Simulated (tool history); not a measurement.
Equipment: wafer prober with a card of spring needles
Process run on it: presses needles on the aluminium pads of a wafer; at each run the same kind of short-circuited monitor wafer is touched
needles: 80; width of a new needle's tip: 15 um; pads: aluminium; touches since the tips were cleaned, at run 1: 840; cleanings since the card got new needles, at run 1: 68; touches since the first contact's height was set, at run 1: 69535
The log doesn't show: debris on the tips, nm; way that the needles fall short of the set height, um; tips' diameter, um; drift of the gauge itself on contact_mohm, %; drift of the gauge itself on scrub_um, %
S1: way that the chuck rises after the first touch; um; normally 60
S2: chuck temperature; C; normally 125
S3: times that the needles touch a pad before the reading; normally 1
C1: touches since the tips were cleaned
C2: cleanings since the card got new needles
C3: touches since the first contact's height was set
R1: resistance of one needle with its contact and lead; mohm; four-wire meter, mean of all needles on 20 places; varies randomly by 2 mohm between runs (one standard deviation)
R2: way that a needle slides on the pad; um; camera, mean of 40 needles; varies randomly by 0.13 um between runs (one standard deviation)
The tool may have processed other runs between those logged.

{"run": 1, "hour": 0.0, "S1": 60, "S2": 125, "S3": 1, "C1": 840, "C2": 68, "C3": 69535, "R1": 254, "R2": 13.87}
{"hour": 5.4, "done": "tips cleaned on abrasive film"}
{"hour": 14.4, "done": "tips cleaned on abrasive film"}
{"hour": 23.3, "done": "tips cleaned on abrasive film"}
{"hour": 32.3, "done": "tips cleaned on abrasive film"}
{"run": 2, "hour": 36.9, "S1": 60, "S2": 51, "S3": 1, "C1": 1360, "C2": 72, "C3": 80193, "R1": 266, "R2": 13.79}
{"hour": 40.5, "done": "tips cleaned on abrasive film"}
{"hour": 49.5, "done": "tips cleaned on abrasive film"}
{"hour": 58.4, "done": "tips cleaned on abrasive film"}
{"hour": 67.4, "done": "tips cleaned on abrasive film"}
{"hour": 76.3, "done": "tips cleaned on abrasive film"}
{"hour": 85.3, "done": "tips cleaned on abrasive film"}
{"hour": 94.2, "done": "tips cleaned on abrasive film"}
{"run": 3, "hour": 95.9, "S1": 60, "S2": 125, "S3": 1, "C1": 471, "C2": 79, "C3": 97192, "R1": 241, "R2": 13.61}
{"hour": 103.0, "done": "tips cleaned on abrasive film"}
{"hour": 110.4, "done": "height of the first contact set anew"}
{"hour": 112.3, "done": "tips cleaned on abrasive film"}
{"hour": 119.5, "done": "tips cleaned on abrasive film"}
{"hour": 128.4, "done": "tips cleaned on abrasive film"}
{"hour": 137.4, "done": "tips cleaned on abrasive film"}
{"hour": 146.3, "done": "tips cleaned on abrasive film"}
{"run": 4, "hour": 152.3, "S1": 60, "S2": 125, "S3": 1, "C1": 1763, "C2": 85, "C3": 12093, "R1": 277, "R2": 14.48}
{"hour": 154.2, "done": "tips cleaned on abrasive film"}
{"hour": 163.2, "done": "tips cleaned on abrasive film"}
{"hour": 172.1, "done": "tips cleaned on abrasive film"}
{"hour": 181.1, "done": "tips cleaned on abrasive film"}
{"hour": 190.0, "done": "tips cleaned on abrasive film"}
{"hour": 199.0, "done": "tips cleaned on abrasive film"}
{"hour": 207.9, "done": "tips cleaned on abrasive film"}
{"run": 5, "hour": 209.5, "S1": 60, "S2": 125, "S3": 2, "C1": 477, "C2": 92, "C3": 28583, "R1": 237, "R2": 14.22}
{"hour": 216.7, "done": "tips cleaned on abrasive film"}
{"hour": 223.9, "done": "tips cleaned on abrasive film"}
{"hour": 232.8, "done": "tips cleaned on abrasive film"}
{"hour": 240.0, "done": "tips cleaned on abrasive film"}
{"hour": 249.0, "done": "tips cleaned on abrasive film"}
{"hour": 257.9, "done": "tips cleaned on abrasive film"}
{"hour": 265.1, "done": "tips cleaned on abrasive film"}
{"run": 6, "hour": 266.4, "S1": 60, "S2": 125, "S3": 1, "C1": 386, "C2": 99, "C3": 44982, "R1": 242, "R2": 14.22}
{"hour": 273.6, "done": "tips cleaned on abrasive film"}
{"hour": 282.5, "done": "tips cleaned on abrasive film"}
{"hour": 289.7, "done": "tips cleaned on abrasive film"}
{"hour": 298.7, "done": "tips cleaned on abrasive film"}
{"hour": 305.8, "done": "tips cleaned on abrasive film"}
{"hour": 314.8, "done": "tips cleaned on abrasive film"}
{"run": 7, "hour": 319.6, "S1": 60, "S2": 125, "S3": 1, "C1": 1391, "C2": 105, "C3": 60319, "R1": 273, "R2": 13.92}
{"hour": 323.2, "done": "tips cleaned on abrasive film"}
{"hour": 332.1, "done": "tips cleaned on abrasive film"}
{"hour": 341.1, "done": "tips cleaned on abrasive film"}
{"hour": 350.0, "done": "tips cleaned on abrasive film"}
{"hour": 359.0, "done": "tips cleaned on abrasive film"}
{"hour": 367.6, "done": "tips cleaned on abrasive film"}
{"run": 8, "hour": 367.6, "S1": 60, "S2": 125, "S3": 1, "C1": 0, "C2": 111, "C3": 74174, "R1": 230, "R2": 13.71}
{"hour": 376.6, "done": "tips cleaned on abrasive film"}
{"hour": 385.5, "done": "tips cleaned on abrasive film"}
{"hour": 394.5, "done": "tips cleaned on abrasive film"}
{"hour": 403.4, "done": "tips cleaned on abrasive film"}
{"hour": 412.4, "done": "tips cleaned on abrasive film"}
{"hour": 419.5, "done": "tips cleaned on abrasive film"}
{"hour": 428.5, "done": "tips cleaned on abrasive film"}
{"run": 9, "hour": 428.9, "S1": 60, "S2": 125, "S3": 1, "C1": 124, "C2": 118, "C3": 91860, "R1": 235, "R2": 13.83}
{"hour": 436.1, "done": "tips cleaned on abrasive film"}
{"hour": 445.1, "done": "tips cleaned on abrasive film"}
{"hour": 454.0, "done": "tips cleaned on abrasive film"}
{"run": 10, "hour": 454.6, "S1": 60, "S2": 125, "S3": 1, "C1": 164, "C2": 121, "C3": 99258, "R1": 232, "R2": 13.6}
{"hour": 461.7, "done": "tips cleaned on abrasive film"}
{"hour": 462.0, "done": "height of the first contact set anew"}
{"hour": 471.0, "done": "tips cleaned on abrasive film"}
{"hour": 479.9, "done": "tips cleaned on abrasive film"}
{"hour": 488.9, "done": "tips cleaned on abrasive film"}
{"hour": 497.8, "done": "tips cleaned on abrasive film"}
{"hour": 506.8, "done": "tips cleaned on abrasive film"}
{"hour": 515.6, "done": "tips cleaned on abrasive film"}
{"run": 11, "hour": 515.6, "S1": 60, "S2": 125, "S3": 1, "C1": 0, "C2": 128, "C3": 15459, "R1": 224, "R2": 14.55}
{"hour": 524.6, "done": "tips cleaned on abrasive film"}
{"hour": 533.5, "done": "tips cleaned on abrasive film"}
{"hour": 542.4, "done": "tips cleaned on abrasive film"}
{"hour": 551.4, "done": "tips cleaned on abrasive film"}
{"hour": 560.3, "done": "tips cleaned on abrasive film"}
{"hour": 569.3, "done": "tips cleaned on abrasive film"}
{"run": 12, "hour": 571.9, "S1": 60, "S2": 125, "S3": 1, "C1": 749, "C2": 134, "C3": 31703, "R1": 259, "R2": 14.38}
{"hour": 577.3, "done": "tips cleaned on abrasive film"}
{"hour": 586.2, "done": "tips cleaned on abrasive film"}
{"hour": 595.2, "done": "tips cleaned on abrasive film"}
{"hour": 604.1, "done": "tips cleaned on abrasive film"}
{"hour": 613.1, "done": "tips cleaned on abrasive film"}
{"hour": 622.0, "done": "tips cleaned on abrasive film"}
{"hour": 630.9, "done": "tips cleaned on abrasive film"}
{"run": 13, "hour": 632.2, "S1": 79, "S2": 26, "S3": 2, "C1": 368, "C2": 141, "C3": 49115, "R1": 205, "R2": 18.69}
{"hour": 639.4, "done": "tips cleaned on abrasive film"}
{"hour": 648.3, "done": "tips cleaned on abrasive film"}
{"hour": 655.5, "done": "tips cleaned on abrasive film"}
{"hour": 664.5, "done": "tips cleaned on abrasive film"}
{"hour": 673.4, "done": "tips cleaned on abrasive film"}
{"run": 14, "hour": 675.9, "S1": 69, "S2": 30, "S3": 2, "C1": 731, "C2": 146, "C3": 61726, "R1": 219, "R2": 16.25}
{"hour": 681.3, "done": "tips cleaned on abrasive film"}
{"hour": 690.3, "done": "tips cleaned on abrasive film"}
{"hour": 699.2, "done": "tips cleaned on abrasive film"}
{"hour": 708.2, "done": "tips cleaned on abrasive film"}
{"hour": 717.1, "done": "tips cleaned on abrasive film"}
{"hour": 726.1, "done": "tips cleaned on abrasive film"}
{"run": 15, "hour": 732.6, "S1": 54, "S2": 125, "S3": 2, "C1": 1895, "C2": 152, "C3": 78083, "R1": 286, "R2": 12.49}
{"hour": 734.4, "done": "tips cleaned on abrasive film"}
{"hour": 741.6, "done": "tips cleaned on abrasive film"}
{"hour": 750.5, "done": "tips cleaned on abrasive film"}
{"hour": 759.5, "done": "tips cleaned on abrasive film"}
{"hour": 767.1, "done": "tips cleaned on abrasive film"}
{"run": 16, "hour": 767.1, "S1": 44, "S2": 42, "S3": 2, "C1": 0, "C2": 157, "C3": 88023, "R1": 219, "R2": 9.75}
{"hour": 776.1, "done": "tips cleaned on abrasive film"}
{"hour": 785.0, "done": "tips cleaned on abrasive film"}
{"hour": 794.0, "done": "tips cleaned on abrasive film"}
{"hour": 802.9, "done": "tips cleaned on abrasive film"}
{"run": 17, "hour": 808.4, "S1": 44, "S2": 93, "S3": 3, "C1": 1597, "C2": 161, "C3": 99951, "R1": 279, "R2": 9.89}
{"hour": 810.3, "done": "tips cleaned on abrasive film"}
{"hour": 814.1, "done": "height of the first contact set anew"}
{"hour": 819.5, "done": "tips cleaned on abrasive film"}
{"hour": 828.5, "done": "tips cleaned on abrasive film"}
{"hour": 837.4, "done": "tips cleaned on abrasive film"}
{"run": 18, "hour": 838.9, "S1": 44, "S2": 66, "S3": 2, "C1": 451, "C2": 165, "C3": 7166, "R1": 254, "R2": 10.5}
{"hour": 846.1, "done": "tips cleaned on abrasive film"}
{"hour": 855.1, "done": "tips cleaned on abrasive film"}
{"hour": 864.0, "done": "tips cleaned on abrasive film"}
{"hour": 873.0, "done": "tips cleaned on abrasive film"}
{"hour": 881.9, "done": "tips cleaned on abrasive film"}
{"run": 19, "hour": 884.5, "S1": 44, "S2": 66, "S3": 2, "C1": 757, "C2": 170, "C3": 20320, "R1": 265, "R2": 10.36}
{"hour": 889.9, "done": "tips cleaned on abrasive film"}
{"hour": 898.9, "done": "tips cleaned on abrasive film"}
{"hour": 907.8, "done": "tips cleaned on abrasive film"}
{"hour": 916.8, "done": "tips cleaned on abrasive film"}
{"run": 20, "hour": 920.1, "S1": 44, "S2": 66, "S3": 2, "C1": 978, "C2": 174, "C3": 30595, "R1": 279, "R2": 10.51}
{"hour": 925.5, "done": "tips cleaned on abrasive film"}
{"hour": 932.7, "done": "tips cleaned on abrasive film"}
{"hour": 941.6, "done": "tips cleaned on abrasive film"}
{"hour": 950.6, "done": "tips cleaned on abrasive film"}
{"run": 21, "hour": 955.8, "S1": 40, "S2": 66, "S3": 1, "C1": 1513, "C2": 178, "C3": 40889, "R1": 381, "R2": 9.46}
{"hour": 959.4, "done": "tips cleaned on abrasive film"}
{"hour": 968.4, "done": "tips cleaned on abrasive film"}
{"hour": 977.3, "done": "tips cleaned on abrasive film"}
{"hour": 986.3, "done": "tips cleaned on abrasive film"}
{"hour": 995.2, "done": "tips cleaned on abrasive film"}
{"hour": 1004.2, "done": "tips cleaned on abrasive film"}
{"run": 22, "hour": 1005.9, "S1": 50, "S2": 52, "S3": 1, "C1": 505, "C2": 184, "C3": 55339, "R1": 260, "R2": 11.46}
{"hour": 1013.1, "done": "tips cleaned on abrasive film"}
{"hour": 1022.0, "done": "tips cleaned on abrasive film"}
{"hour": 1031.0, "done": "tips cleaned on abrasive film"}
{"run": 23, "hour": 1036.2, "S1": 50, "S2": 55, "S3": 2, "C1": 1521, "C2": 187, "C3": 64091, "R1": 288, "R2": 11.41}
{"hour": 1039.8, "done": "tips cleaned on abrasive film"}
{"hour": 1048.8, "done": "tips cleaned on abrasive film"}
{"hour": 1057.7, "done": "tips cleaned on abrasive film"}
{"hour": 1066.6, "done": "tips cleaned on abrasive film"}
{"hour": 1075.6, "done": "tips cleaned on abrasive film"}
{"hour": 1084.5, "done": "tips cleaned on abrasive film"}
{"run": 24, "hour": 1089.6, "S1": 60, "S2": 73, "S3": 1, "C1": 1463, "C2": 193, "C3": 79499, "R1": 291, "R2": 13.85}

Alternative continuations, all from the tool just after run 24; predict every row:
{"hour": 1093.2, "done": "tips cleaned on abrasive film"}
{"hour": 1102.1, "done": "tips cleaned on abrasive film"}
{"hour": 1109.3, "done": "tips cleaned on abrasive film"}
{"hour": 1118.3, "done": "tips cleaned on abrasive film"}
{"run": "A", "hour": 1121.2, "S1": 60, "S2": 83, "S3": 1, "C1": 856, "C2": 197, "C3": 88619, "R1": "?", "R2": "?"}
{"hour": 1093.2, "done": "tips cleaned on abrasive film"}
{"hour": 1102.1, "done": "tips cleaned on abrasive film"}
{"hour": 1109.3, "done": "tips cleaned on abrasive film"}
{"hour": 1118.3, "done": "tips cleaned on abrasive film"}
{"run": "B", "hour": 1121.2, "S1": 66, "S2": 73, "S3": 2, "C1": 856, "C2": 197, "C3": 88619, "R1": "?", "R2": "?"}
{"hour": 1093.2, "done": "tips cleaned on abrasive film"}
{"hour": 1102.1, "done": "tips cleaned on abrasive film"}
{"hour": 1109.3, "done": "tips cleaned on abrasive film"}
{"hour": 1118.3, "done": "tips cleaned on abrasive film"}
{"run": "C", "hour": 1121.2, "S1": 62, "S2": 58, "S3": 2, "C1": 856, "C2": 197, "C3": 88619, "R1": "?", "R2": "?"}

run=A R1=269 R2=13.72
run=B R1=236 R2=15.46
run=C R1=242 R2=14.33
Take away the tool's hidden state, keep each run's random variation, and the runs would have read:
run=A R1=207 R2=14.58
run=B R1=202 R2=16.32
run=C R1=203 R2=15.18

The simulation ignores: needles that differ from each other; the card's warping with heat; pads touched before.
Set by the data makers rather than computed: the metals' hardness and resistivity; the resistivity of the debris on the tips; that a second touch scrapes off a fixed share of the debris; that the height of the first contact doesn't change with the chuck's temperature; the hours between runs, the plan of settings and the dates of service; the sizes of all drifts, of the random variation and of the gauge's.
